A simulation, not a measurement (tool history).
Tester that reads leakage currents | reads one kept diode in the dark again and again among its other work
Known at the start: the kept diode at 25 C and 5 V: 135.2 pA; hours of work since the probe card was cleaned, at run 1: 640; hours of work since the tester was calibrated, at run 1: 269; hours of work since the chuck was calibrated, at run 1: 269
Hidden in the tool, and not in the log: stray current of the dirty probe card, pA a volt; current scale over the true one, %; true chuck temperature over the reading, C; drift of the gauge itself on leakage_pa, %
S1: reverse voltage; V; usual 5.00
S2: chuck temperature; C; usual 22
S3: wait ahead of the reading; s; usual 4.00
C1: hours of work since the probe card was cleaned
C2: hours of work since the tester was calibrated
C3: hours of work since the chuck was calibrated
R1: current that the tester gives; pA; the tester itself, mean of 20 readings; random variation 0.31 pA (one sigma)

| run | hour | S1 | S2 | S3 | C1 | C2 | C3 | R1 |
|---|---|---|---|---|---|---|---|---|
| 1 | 0.0 | 5.00 | 22 | 4.00 | 640 | 269 | 269 | 101.27 |
| 2 | 58.6 | 5.00 | 22 | 4.00 | 680 | 310 | 310 | 101.56 |
| 3 | 138.0 | 5.00 | 22 | 4.00 | 735 | 365 | 365 | 100.77 |
| 4 | 189.9 | 5.00 | 22 | 4.00 | 771 | 401 | 401 | 101.32 |
| 5 | 249.2 | 5.00 | 22 | 1.13 | 813 | 442 | 442 | 102.15 |
| 6 | 292.2 | 5.00 | 29 | 1.13 | 842 | 472 | 472 | 197.96 |
| 7 | 358.0 | 5.00 | 29 | 1.13 | 888 | 517 | 517 | 198.58 |
| 8 | 425.5 | 5.00 | 22 | 4.00 | 935 | 564 | 564 | 101.75 |
| 9 | 476.0 | 5.00 | 22 | 4.00 | 970 | 599 | 599 | 101.53 |
| 10 | 544.5 | 5.00 | 22 | 4.00 | 1017 | 647 | 647 | 101.70 |
| 11 | 620.5 | 1.49 | 22 | 4.00 | 1070 | 699 | 699 | 55.76 |
| 12 | 687.8 | 5.00 | 22 | 4.00 | 1117 | 746 | 746 | 101.37 |
| 13 | 763.4 | 5.00 | 22 | 4.00 | 1169 | 798 | 798 | 101.70 |
|  | 805.0 | chuck's temperature calibrated |
| 14 | 838.6 | 5.00 | 24 | 4.00 | 1220 | 849 | 23 | 123.44 |
| 15 | 891.0 | 7.00 | 23 | 0.35 | 1256 | 885 | 60 | 137.47 |
| 16 | 941.7 | 3.03 | 60 | 6.51 | 1291 | 920 | 95 | 2147.57 |
| 17 | 982.9 | 3.03 | 60 | 6.51 | 1320 | 949 | 123 | 2155.02 |
| 18 | 1029.1 | 5.12 | 22 | 3.29 | 1352 | 981 | 155 | 102.65 |
| 19 | 1081.7 | 7.15 | 51 | 1.78 | 1388 | 1017 | 192 | 1610.08 |
|  | 1107.7 | probe card cleaned and baked |
| 20 | 1152.5 | 2.58 | 39 | 0.38 | 31 | 1064 | 239 | 358.04 |
| 21 | 1193.3 | 3.13 | 44 | 0.38 | 59 | 1093 | 267 | 600.43 |
| 22 | 1258.0 | 3.13 | 44 | 0.38 | 104 | 1138 | 312 | 600.04 |
| 23 | 1337.2 | 3.13 | 44 | 0.38 | 159 | 1192 | 367 | 602.10 |
| 24 | 1398.7 | 3.13 | 44 | 0.38 | 202 | 1235 | 409 | 604.23 |
| 25 | 1456.7 | 2.08 | 31 | 0.38 | 242 | 1275 | 450 | 155.62 |
| 26 | 1514.7 | 14.95 | 53 | 5.36 | 282 | 1315 | 490 | 2701.54 |
| 27 | 1549.4 | 14.95 | 53 | 0.62 | 306 | 1339 | 514 | 2721.96 |
| 28 | 1633.6 | 10.56 | 53 | 9.49 | 364 | 1398 | 572 | 2284.82 |

5 ways to go on from here, each from the tool as it stands after run 28. What would each give?
| A | 1703.4 | 6.02 | 34 | 5.15 | 413 | 1446 | 621 | ? |
| B | 1703.4 | 3.86 | 43 | 4.00 | 413 | 1446 | 621 | ? |
| C | 1703.4 | 10.56 | 53 | 0.99 | 413 | 1446 | 621 | ? |
| D | 1703.4 | 10.56 | 56 | 1.65 | 413 | 1446 | 621 | ? |
| E | 1703.4 | 10.56 | 53 | 6.73 | 413 | 1446 | 621 | ? |

| run | R1 |
|---|---|
| A | 343.94 |
| B | 608.20 |
| C | 2294.68 |
| D | 2924.95 |
| E | 2288.87 |
Without the tool's hidden state the same runs would have given:
| run | R1 |
|---|---|
| A | 344.70 |
| B | 609.48 |
| C | 2299.23 |
| D | 2930.66 |
| E | 2293.42 |
